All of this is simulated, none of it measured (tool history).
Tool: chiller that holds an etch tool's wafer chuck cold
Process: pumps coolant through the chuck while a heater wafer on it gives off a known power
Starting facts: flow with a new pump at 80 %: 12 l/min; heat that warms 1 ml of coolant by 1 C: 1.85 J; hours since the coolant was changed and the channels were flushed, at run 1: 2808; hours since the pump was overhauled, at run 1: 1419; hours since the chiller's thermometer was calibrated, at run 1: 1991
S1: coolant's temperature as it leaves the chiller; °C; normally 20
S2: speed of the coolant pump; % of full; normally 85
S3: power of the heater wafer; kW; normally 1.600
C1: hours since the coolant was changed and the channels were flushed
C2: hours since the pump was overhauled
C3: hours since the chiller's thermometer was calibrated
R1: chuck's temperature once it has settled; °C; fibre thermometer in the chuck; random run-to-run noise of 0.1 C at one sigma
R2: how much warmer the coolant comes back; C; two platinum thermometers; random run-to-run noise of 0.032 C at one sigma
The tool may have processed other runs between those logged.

run	day	S1	S2	S3	C1	C2	C3	R1	R2
1	0.000	20	85	1.600	2808	1419	1991	37.3	4.26
2	3.233	20	85	1.600	2886	1497	2069	37.4	4.21
3	5.562	20	85	1.600	2942	1553	2125	37.3	4.27
4	8.104	24	85	1.600	3003	1614	2186	41.4	4.23
5	11.621	15	85	1.600	3087	1698	2270	32.5	4.27
6	13.500	20	66	1.600	3132	1743	2315	39.9	5.45
7	17.500	20	83	1.600	3228	1839	2411	37.9	4.39
8	20.717	20	83	1.600	3306	1917	2488	37.8	4.42
9	22.608	20	83	1.600	3351	1962	2534	37.8	4.41
# day 23.125: coolant pump overhauled
10	25.217	20	71	1.600	3409	50	2591	39.3	5.17
11	28.154	20	71	1.600	3479	121	2662	39.4	5.23
12	30.125	23	89	1.011	3526	168	2709	34.0	2.67
13	32.325	23	91	1.011	3579	221	2762	33.6	2.58
14	35.433	19	74	1.072	3654	295	2837	31.8	3.36
15	37.633	11	88	1.600	3707	348	2889	28.6	4.28
16	39.404	11	88	1.600	3749	391	2932	28.7	4.33
17	42.404	10	99	1.161	3821	463	3004	21.9	2.76

Run 18 comes next. What will it give?
18	44.246	23	84	1.288	3865	507	3048	?	?

Logged for run 18: R1 37.4 °C, R2 3.59 C.
On a tool with no hidden condition, and with the same random variation, this run would have come out at R1 36.4 °C, R2 3.31 C.

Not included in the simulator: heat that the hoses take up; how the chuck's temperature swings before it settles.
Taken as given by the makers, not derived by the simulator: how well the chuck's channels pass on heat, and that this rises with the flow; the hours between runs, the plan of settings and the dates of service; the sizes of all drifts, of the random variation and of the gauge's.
